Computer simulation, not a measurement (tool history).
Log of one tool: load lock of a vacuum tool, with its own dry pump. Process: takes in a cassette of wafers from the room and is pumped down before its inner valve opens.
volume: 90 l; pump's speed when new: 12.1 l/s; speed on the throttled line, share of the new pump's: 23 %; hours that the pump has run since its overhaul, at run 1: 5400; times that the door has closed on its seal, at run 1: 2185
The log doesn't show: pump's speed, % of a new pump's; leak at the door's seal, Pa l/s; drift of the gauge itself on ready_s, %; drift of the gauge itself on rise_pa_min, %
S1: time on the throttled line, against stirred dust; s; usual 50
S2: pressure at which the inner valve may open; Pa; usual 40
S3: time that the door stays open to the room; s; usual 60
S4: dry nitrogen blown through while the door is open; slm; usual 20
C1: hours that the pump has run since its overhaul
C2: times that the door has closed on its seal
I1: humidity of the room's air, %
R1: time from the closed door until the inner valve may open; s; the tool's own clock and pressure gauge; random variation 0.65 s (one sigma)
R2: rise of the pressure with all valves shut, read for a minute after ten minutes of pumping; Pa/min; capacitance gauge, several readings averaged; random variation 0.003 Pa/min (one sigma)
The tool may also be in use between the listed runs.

{"run": 1, "hour": 0.0, "S1": 50, "S2": 40, "S3": 60, "S4": 20, "C1": 5400, "C2": 2185, "I1": 42, "R1": 99.6, "R2": 0.033}
{"run": 2, "hour": 100.0, "S1": 50, "S2": 40, "S3": 169, "S4": 20, "C1": 5500, "C2": 2661, "I1": 45.4, "R1": 98.5, "R2": 0.048}
{"run": 3, "hour": 237.4, "S1": 50, "S2": 40, "S3": 169, "S4": 20, "C1": 5637, "C2": 3314, "I1": 43.4, "R1": 99.4, "R2": 0.043}
{"run": 4, "hour": 318.2, "S1": 50, "S2": 40, "S3": 169, "S4": 20, "C1": 5718, "C2": 3699, "I1": 48.9, "R1": 100.7, "R2": 0.052}
{"run": 5, "hour": 404.4, "S1": 50, "S2": 40, "S3": 169, "S4": 20, "C1": 5804, "C2": 4109, "I1": 46.4, "R1": 101.3, "R2": 0.052}
{"run": 6, "hour": 509.6, "S1": 50, "S2": 40, "S3": 60, "S4": 5, "C1": 5910, "C2": 4609, "I1": 45.4, "R1": 98.8, "R2": 0.052}
{"run": 7, "hour": 607.5, "S1": 50, "S2": 40, "S3": 60, "S4": 20, "C1": 6008, "C2": 5075, "I1": 40.8, "R1": 98.6, "R2": 0.039}
{"run": 8, "hour": 682.5, "S1": 50, "S2": 40, "S3": 60, "S4": 20, "C1": 6082, "C2": 5432, "I1": 44.5, "R1": 99.2, "R2": 0.038}
{"run": 9, "hour": 754.0, "S1": 50, "S2": 40, "S3": 60, "S4": 20, "C1": 6154, "C2": 5772, "I1": 42.5, "R1": 98.9, "R2": 0.035}
{"run": 10, "hour": 848.7, "S1": 50, "S2": 40, "S3": 60, "S4": 20, "C1": 6249, "C2": 6223, "I1": 45.4, "R1": 98.6, "R2": 0.041}
{"run": 11, "hour": 969.3, "S1": 50, "S2": 40, "S3": 60, "S4": 20, "C1": 6369, "C2": 6796, "I1": 44, "R1": 101.2, "R2": 0.044}
{"run": 12, "hour": 1094.3, "S1": 50, "S2": 40, "S3": 60, "S4": 20, "C1": 6494, "C2": 7391, "I1": 46.2, "R1": 100.2, "R2": 0.044}
{"run": 13, "hour": 1234.3, "S1": 50, "S2": 40, "S3": 60, "S4": 20, "C1": 6634, "C2": 8057, "I1": 44.5, "R1": 100.5, "R2": 0.038}
{"run": 14, "hour": 1336.1, "S1": 50, "S2": 40, "S3": 60, "S4": 20, "C1": 6736, "C2": 8541, "I1": 46.2, "R1": 99.3, "R2": 0.049}
{"run": 15, "hour": 1410.6, "S1": 67, "S2": 40, "S3": 60, "S4": 20, "C1": 6811, "C2": 8896, "I1": 42.1, "R1": 112.5, "R2": 0.046}
{"run": 16, "hour": 1479.8, "S1": 50, "S2": 40, "S3": 60, "S4": 20, "C1": 6880, "C2": 9225, "I1": 43.5, "R1": 100.9, "R2": 0.045}
{"run": 17, "hour": 1587.7, "S1": 50, "S2": 40, "S3": 60, "S4": 20, "C1": 6988, "C2": 9738, "I1": 45.3, "R1": 100.5, "R2": 0.05}
{"run": 18, "hour": 1687.1, "S1": 50, "S2": 40, "S3": 60, "S4": 20, "C1": 7087, "C2": 10211, "I1": 45.7, "R1": 101.4, "R2": 0.046}
{"run": 19, "hour": 1784.5, "S1": 50, "S2": 40, "S3": 60, "S4": 42, "C1": 7185, "C2": 10675, "I1": 44.4, "R1": 100, "R2": 0.042}
{"run": 20, "hour": 1919.1, "S1": 50, "S2": 46, "S3": 173, "S4": 4, "C1": 7319, "C2": 11315, "I1": 48.6, "R1": 99.2, "R2": 0.086}
{"run": 21, "hour": 2020.9, "S1": 50, "S2": 46, "S3": 173, "S4": 4, "C1": 7421, "C2": 11799, "I1": 44, "R1": 98.2, "R2": 0.084}
{"run": 22, "hour": 2158.1, "S1": 50, "S2": 56, "S3": 60, "S4": 6, "C1": 7558, "C2": 12452, "I1": 45.4, "R1": 96.9, "R2": 0.062}
{"run": 23, "hour": 2274.3, "S1": 46, "S2": 56, "S3": 89, "S4": 6, "C1": 7674, "C2": 13005, "I1": 46.5, "R1": 95.5, "R2": 0.072}
{"run": 24, "hour": 2362.0, "S1": 50, "S2": 40, "S3": 50, "S4": 11, "C1": 7762, "C2": 13422, "I1": 44.6, "R1": 99.6, "R2": 0.062}
{"run": 25, "hour": 2443.3, "S1": 28, "S2": 35, "S3": 50, "S4": 11, "C1": 7843, "C2": 13809, "I1": 42.3, "R1": 85.6, "R2": 0.059}
{"run": 26, "hour": 2523.4, "S1": 27, "S2": 29, "S3": 60, "S4": 20, "C1": 7923, "C2": 14190, "I1": 44.4, "R1": 84.8, "R2": 0.055}
{"run": 27, "hour": 2590.1, "S1": 81, "S2": 33, "S3": 188, "S4": 5, "C1": 7990, "C2": 14507, "I1": 46.4, "R1": 125.3, "R2": 0.094}
{"run": 28, "hour": 2657.0, "S1": 74, "S2": 40, "S3": 30, "S4": 20, "C1": 8057, "C2": 14826, "I1": 42, "R1": 117.7, "R2": 0.054}
{"run": 29, "hour": 2733.2, "S1": 82, "S2": 79, "S3": 45, "S4": 37, "C1": 8133, "C2": 15188, "I1": 45.3, "R1": 117.7, "R2": 0.053}
{"run": 30, "hour": 2883.9, "S1": 38, "S2": 40, "S3": 86, "S4": 20, "C1": 8284, "C2": 15905, "I1": 46.2, "R1": 92.1, "R2": 0.062}
{"run": 31, "hour": 3011.0, "S1": 50, "S2": 51, "S3": 174, "S4": 17, "C1": 8411, "C2": 16510, "I1": 45.3, "R1": 99.8, "R2": 0.082}
{"run": 32, "hour": 3099.4, "S1": 87, "S2": 38, "S3": 60, "S4": 20, "C1": 8499, "C2": 16930, "I1": 44.4, "R1": 130.4, "R2": 0.062}
{"run": 33, "hour": 3224.9, "S1": 51, "S2": 64, "S3": 55, "S4": 11, "C1": 8625, "C2": 17527, "I1": 45.6, "R1": 98.1, "R2": 0.075}
{"run": 34, "hour": 3291.8, "S1": 50, "S2": 41, "S3": 26, "S4": 14, "C1": 8692, "C2": 17846, "I1": 43, "R1": 101, "R2": 0.066}
{"run": 35, "hour": 3354.8, "S1": 79, "S2": 34, "S3": 162, "S4": 14, "C1": 8755, "C2": 18145, "I1": 43.9, "R1": 123.5, "R2": 0.088}
{"run": 36, "hour": 3452.4, "S1": 28, "S2": 34, "S3": 27, "S4": 11, "C1": 8852, "C2": 18610, "I1": 44.1, "R1": 85.7, "R2": 0.064}
{"run": 37, "hour": 3542.5, "S1": 46, "S2": 59, "S3": 60, "S4": 20, "C1": 8943, "C2": 19039, "I1": 44.7, "R1": 95.2, "R2": 0.065}

3 ways to go on from here, each from the tool as it stands after run 37. What would each give?
{"run": "A", "hour": 3659.7, "S1": 86, "S2": 63, "S3": 60, "S4": 20, "C1": 9060, "C2": 19596, "I1": 45.7, "R1": "?", "R2": "?"}
{"run": "B", "hour": 3659.7, "S1": 50, "S2": 59, "S3": 60, "S4": 20, "C1": 9060, "C2": 19596, "I1": 45, "R1": "?", "R2": "?"}
{"run": "C", "hour": 3659.7, "S1": 46, "S2": 34, "S3": 116, "S4": 6, "C1": 9060, "C2": 19596, "I1": 45.5, "R1": "?", "R2": "?"}

run=A R1=125.4 R2=0.072
run=B R1=96.7 R2=0.071
run=C R1=98.8 R2=0.092
Without the tool's hidden state the same runs would have given:
run=A R1=121.9 R2=0.028
run=B R1=92.4 R2=0.026
run=C R1=94 R2=0.048
